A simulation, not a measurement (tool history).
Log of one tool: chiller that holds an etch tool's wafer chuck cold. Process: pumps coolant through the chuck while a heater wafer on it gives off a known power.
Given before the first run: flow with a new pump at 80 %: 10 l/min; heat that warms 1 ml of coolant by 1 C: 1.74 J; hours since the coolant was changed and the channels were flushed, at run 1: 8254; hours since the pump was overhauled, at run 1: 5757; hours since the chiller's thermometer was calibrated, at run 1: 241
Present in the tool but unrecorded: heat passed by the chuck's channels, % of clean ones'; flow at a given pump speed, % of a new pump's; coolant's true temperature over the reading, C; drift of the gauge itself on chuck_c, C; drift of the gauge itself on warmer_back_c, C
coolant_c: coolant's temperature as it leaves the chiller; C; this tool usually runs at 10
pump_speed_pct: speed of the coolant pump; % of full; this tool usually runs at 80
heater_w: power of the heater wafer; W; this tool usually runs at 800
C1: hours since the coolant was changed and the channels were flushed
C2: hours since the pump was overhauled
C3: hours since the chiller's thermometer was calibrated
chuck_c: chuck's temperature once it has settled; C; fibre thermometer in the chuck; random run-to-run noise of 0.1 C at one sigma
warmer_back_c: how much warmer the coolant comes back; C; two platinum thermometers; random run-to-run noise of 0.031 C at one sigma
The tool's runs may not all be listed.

run 1 hour=0.0 | coolant_c=10 pump_speed_pct=80 heater_w=800 | C1=8254 C2=5757 C3=241 | chuck_c=16.9 warmer_back_c=3.09
run 2 hour=75.3 | coolant_c=10 pump_speed_pct=78 heater_w=800 | C1=8329 C2=5832 C3=317 | chuck_c=16.9 warmer_back_c=3.20
run 3 hour=210.9 | coolant_c=10 pump_speed_pct=80 heater_w=800 | C1=8465 C2=5968 C3=452 | chuck_c=16.8 warmer_back_c=3.14
run 4 hour=313.3 | coolant_c=10 pump_speed_pct=76 heater_w=800 | C1=8567 C2=6071 C3=555 | chuck_c=17.3 warmer_back_c=3.31
run 5 hour=413.5 | coolant_c=10 pump_speed_pct=66 heater_w=800 | C1=8667 C2=6171 C3=655 | chuck_c=17.9 warmer_back_c=3.85
run 6 hour=534.0 | coolant_c=10 pump_speed_pct=66 heater_w=800 | C1=8788 C2=6291 C3=775 | chuck_c=17.7 warmer_back_c=3.81
-- hour=639.7 coolant changed, channels flushed
run 7 hour=705.6 | coolant_c=10 pump_speed_pct=66 heater_w=800 | C1=66 C2=6457 C3=941 | chuck_c=17.3 warmer_back_c=3.91
run 8 hour=800.9 | coolant_c=10 pump_speed_pct=66 heater_w=800 | C1=161 C2=6552 C3=1036 | chuck_c=17.4 warmer_back_c=3.93
run 9 hour=968.6 | coolant_c=10 pump_speed_pct=80 heater_w=800 | C1=329 C2=6720 C3=1204 | chuck_c=16.5 warmer_back_c=3.20
run 10 hour=1046.4 | coolant_c=10 pump_speed_pct=80 heater_w=800 | C1=407 C2=6798 C3=1282 | chuck_c=16.4 warmer_back_c=3.18
run 11 hour=1196.0 | coolant_c=10 pump_speed_pct=80 heater_w=800 | C1=556 C2=6947 C3=1431 | chuck_c=16.6 warmer_back_c=3.21
run 12 hour=1367.3 | coolant_c=10 pump_speed_pct=80 heater_w=800 | C1=728 C2=7119 C3=1603 | chuck_c=16.6 warmer_back_c=3.20
run 13 hour=1515.5 | coolant_c=10 pump_speed_pct=80 heater_w=800 | C1=876 C2=7267 C3=1751 | chuck_c=16.5 warmer_back_c=3.16
run 14 hour=1683.1 | coolant_c=10 pump_speed_pct=80 heater_w=800 | C1=1043 C2=7434 C3=1918 | chuck_c=16.7 warmer_back_c=3.17
run 15 hour=1814.1 | coolant_c=16 pump_speed_pct=67 heater_w=800 | C1=1174 C2=7565 C3=2049 | chuck_c=23.6 warmer_back_c=3.97
run 16 hour=1913.0 | coolant_c=16 pump_speed_pct=67 heater_w=415 | C1=1273 C2=7664 C3=2148 | chuck_c=20.2 warmer_back_c=2.03
run 17 hour=2006.1 | coolant_c=16 pump_speed_pct=91 heater_w=484 | C1=1366 C2=7757 C3=2241 | chuck_c=19.6 warmer_back_c=1.68
run 18 hour=2187.9 | coolant_c=12 pump_speed_pct=98 heater_w=740 | C1=1548 C2=7939 C3=2423 | chuck_c=17.5 warmer_back_c=2.40
run 19 hour=2370.8 | coolant_c=18 pump_speed_pct=66 heater_w=1053 | C1=1731 C2=8122 C3=2606 | chuck_c=27.9 warmer_back_c=5.31
run 20 hour=2536.2 | coolant_c=13 pump_speed_pct=70 heater_w=447 | C1=1897 C2=8287 C3=2772 | chuck_c=17.4 warmer_back_c=2.11
run 21 hour=2623.8 | coolant_c=10 pump_speed_pct=80 heater_w=770 | C1=1984 C2=8375 C3=2859 | chuck_c=16.5 warmer_back_c=3.20
run 22 hour=2732.1 | coolant_c=10 pump_speed_pct=69 heater_w=410 | C1=2092 C2=8483 C3=2968 | chuck_c=14.0 warmer_back_c=1.95
run 23 hour=2860.8 | coolant_c=10 pump_speed_pct=83 heater_w=1130 | C1=2221 C2=8612 C3=3096 | chuck_c=19.5 warmer_back_c=4.47
run 24 hour=2996.1 | coolant_c=15 pump_speed_pct=83 heater_w=788 | C1=2356 C2=8747 C3=3231 | chuck_c=21.7 warmer_back_c=3.15
run 25 hour=3091.6 | coolant_c=10 pump_speed_pct=80 heater_w=1039 | C1=2452 C2=8843 C3=3327 | chuck_c=18.8 warmer_back_c=4.32
run 26 hour=3233.5 | coolant_c=10 pump_speed_pct=66 heater_w=946 | C1=2594 C2=8985 C3=3469 | chuck_c=19.3 warmer_back_c=4.87
run 27 hour=3313.3 | coolant_c=5 pump_speed_pct=83 heater_w=463 | C1=2674 C2=9065 C3=3549 | chuck_c=8.9 warmer_back_c=1.87

Each row is a separate what-if for the run after 27, all from the same tool condition, not one after another. Results?
run A hour=3400.6 | coolant_c=10 pump_speed_pct=66 heater_w=488 | C1=2761 C2=9152 C3=3636 | chuck_c=? warmer_back_c=?
run B hour=3400.6 | coolant_c=11 pump_speed_pct=80 heater_w=800 | C1=2761 C2=9152 C3=3636 | chuck_c=? warmer_back_c=?
run C hour=3400.6 | coolant_c=4 pump_speed_pct=81 heater_w=400 | C1=2761 C2=9152 C3=3636 | chuck_c=? warmer_back_c=?
run D hour=3400.6 | coolant_c=0 pump_speed_pct=80 heater_w=555 | C1=2761 C2=9152 C3=3636 | chuck_c=? warmer_back_c=?

run=A chuck_c=15.0 warmer_back_c=2.55
run=B chuck_c=18.0 warmer_back_c=3.31
run=C chuck_c=7.7 warmer_back_c=1.67
run=D chuck_c=4.9 warmer_back_c=2.30
With the hidden condition removed and each run's random variation left untouched, the same runs would have given:
run=A chuck_c=14.2 warmer_back_c=2.10
run=B chuck_c=16.9 warmer_back_c=2.71
run=C chuck_c=7.1 warmer_back_c=1.38
run=D chuck_c=4.0 warmer_back_c=1.89
